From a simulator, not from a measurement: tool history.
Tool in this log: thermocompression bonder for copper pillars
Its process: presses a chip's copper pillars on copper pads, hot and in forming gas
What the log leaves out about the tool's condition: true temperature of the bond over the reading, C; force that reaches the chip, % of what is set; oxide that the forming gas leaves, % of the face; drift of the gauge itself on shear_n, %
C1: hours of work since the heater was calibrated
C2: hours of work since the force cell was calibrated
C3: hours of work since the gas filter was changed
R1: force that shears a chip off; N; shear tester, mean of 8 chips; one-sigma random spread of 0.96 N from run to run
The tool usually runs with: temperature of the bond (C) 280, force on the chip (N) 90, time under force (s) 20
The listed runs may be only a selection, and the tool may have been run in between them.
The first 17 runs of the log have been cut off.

run 18 hour=865.4 | temperature_of_the_bond_(C)=280 force_on_the_chip_(N)=90 time_under_force_(s)=12 | C1=589 C2=543 C3=249 | R1=58.7
run 19 hour=894.9 | temperature_of_the_bond_(C)=253 force_on_the_chip_(N)=90 time_under_force_(s)=20 | C1=602 C2=556 C3=262 | R1=47.9
run 20 hour=961.9 | temperature_of_the_bond_(C)=253 force_on_the_chip_(N)=56 time_under_force_(s)=14 | C1=633 C2=587 C3=293 | R1=28.7
-- hour=965.7 forming gas filter changed
run 21 hour=1030.9 | temperature_of_the_bond_(C)=272 force_on_the_chip_(N)=96 time_under_force_(s)=35 | C1=664 C2=618 C3=30 | R1=81.8
run 22 hour=1064.2 | temperature_of_the_bond_(C)=267 force_on_the_chip_(N)=109 time_under_force_(s)=26 | C1=679 C2=633 C3=45 | R1=75.1
-- hour=1069.9 force cell calibrated
run 23 hour=1132.6 | temperature_of_the_bond_(C)=267 force_on_the_chip_(N)=109 time_under_force_(s)=26 | C1=709 C2=29 C3=75 | R1=73.7
-- hour=1165.6 heater calibrated with a thermocouple chip
run 24 hour=1183.3 | temperature_of_the_bond_(C)=291 force_on_the_chip_(N)=83 time_under_force_(s)=20 | C1=8 C2=51 C3=97 | R1=85.5
run 25 hour=1242.7 | temperature_of_the_bond_(C)=293 force_on_the_chip_(N)=90 time_under_force_(s)=39 | C1=35 C2=78 C3=125 | R1=110.9
run 26 hour=1271.8 | temperature_of_the_bond_(C)=304 force_on_the_chip_(N)=83 time_under_force_(s)=25 | C1=48 C2=91 C3=138 | R1=101.7
run 27 hour=1327 | temperature_of_the_bond_(C)=299 force_on_the_chip_(N)=83 time_under_force_(s)=25 | C1=74 C2=116 C3=163 | R1=95.6
run 28 hour=1359.5 | temperature_of_the_bond_(C)=261 force_on_the_chip_(N)=90 time_under_force_(s)=11 | C1=88 C2=131 C3=178 | R1=47.8
-- hour=1411.9 force cell calibrated, once more
run 29 hour=1430.7 | temperature_of_the_bond_(C)=261 force_on_the_chip_(N)=90 time_under_force_(s)=11 | C1=120 C2=9 C3=209 | R1=49.4
run 30 hour=1475.4 | temperature_of_the_bond_(C)=266 force_on_the_chip_(N)=90 time_under_force_(s)=59 | C1=140 C2=29 C3=230 | R1=95.4
run 31 hour=1538.1 | temperature_of_the_bond_(C)=266 force_on_the_chip_(N)=101 time_under_force_(s)=20 | C1=169 C2=57 C3=258 | R1=71.4
run 32 hour=1574.7 | temperature_of_the_bond_(C)=262 force_on_the_chip_(N)=63 time_under_force_(s)=39 | C1=186 C2=74 C3=275 | R1=63.9
-- hour=1619.2 forming gas filter changed
run 33 hour=1623.4 | temperature_of_the_bond_(C)=300 force_on_the_chip_(N)=54 time_under_force_(s)=15 | C1=208 C2=96 C3=2 | R1=66.7
run 34 hour=1665.4 | temperature_of_the_bond_(C)=300 force_on_the_chip_(N)=54 time_under_force_(s)=15 | C1=227 C2=115 C3=21 | R1=66.3
run 35 hour=1716.4 | temperature_of_the_bond_(C)=296 force_on_the_chip_(N)=94 time_under_force_(s)=15 | C1=250 C2=138 C3=44 | R1=87.9
run 36 hour=1760.3 | temperature_of_the_bond_(C)=296 force_on_the_chip_(N)=55 time_under_force_(s)=21 | C1=270 C2=158 C3=64 | R1=71.4
run 37 hour=1821.6 | temperature_of_the_bond_(C)=254 force_on_the_chip_(N)=103 time_under_force_(s)=31 | C1=298 C2=186 C3=92 | R1=71.4
run 38 hour=1865.3 | temperature_of_the_bond_(C)=298 force_on_the_chip_(N)=89 time_under_force_(s)=20 | C1=318 C2=206 C3=112 | R1=91.7

Each row is a separate what-if for the run after 38, all from the same tool condition, not one after another. Results?
run A hour=1901.5 | temperature_of_the_bond_(C)=298 force_on_the_chip_(N)=89 time_under_force_(s)=57 | C1=334 C2=223 C3=129 | R1=?
run B hour=1901.5 | temperature_of_the_bond_(C)=296 force_on_the_chip_(N)=124 time_under_force_(s)=42 | C1=334 C2=223 C3=129 | R1=?
run C hour=1901.5 | temperature_of_the_bond_(C)=298 force_on_the_chip_(N)=77 time_under_force_(s)=20 | C1=334 C2=223 C3=129 | R1=?
run D hour=1901.5 | temperature_of_the_bond_(C)=264 force_on_the_chip_(N)=90 time_under_force_(s)=20 | C1=334 C2=223 C3=129 | R1=?
run E hour=1901.5 | temperature_of_the_bond_(C)=263 force_on_the_chip_(N)=134 time_under_force_(s)=51 | C1=334 C2=223 C3=129 | R1=?

run=A R1=122.9
run=B R1=129
run=C R1=85.8
run=D R1=62.8
run=E R1=106.6
With no hidden state in the tool, these same runs would have given:
run=A R1=127.8
run=B R1=133.7
run=C R1=90.5
run=D R1=67.1
run=E R1=112
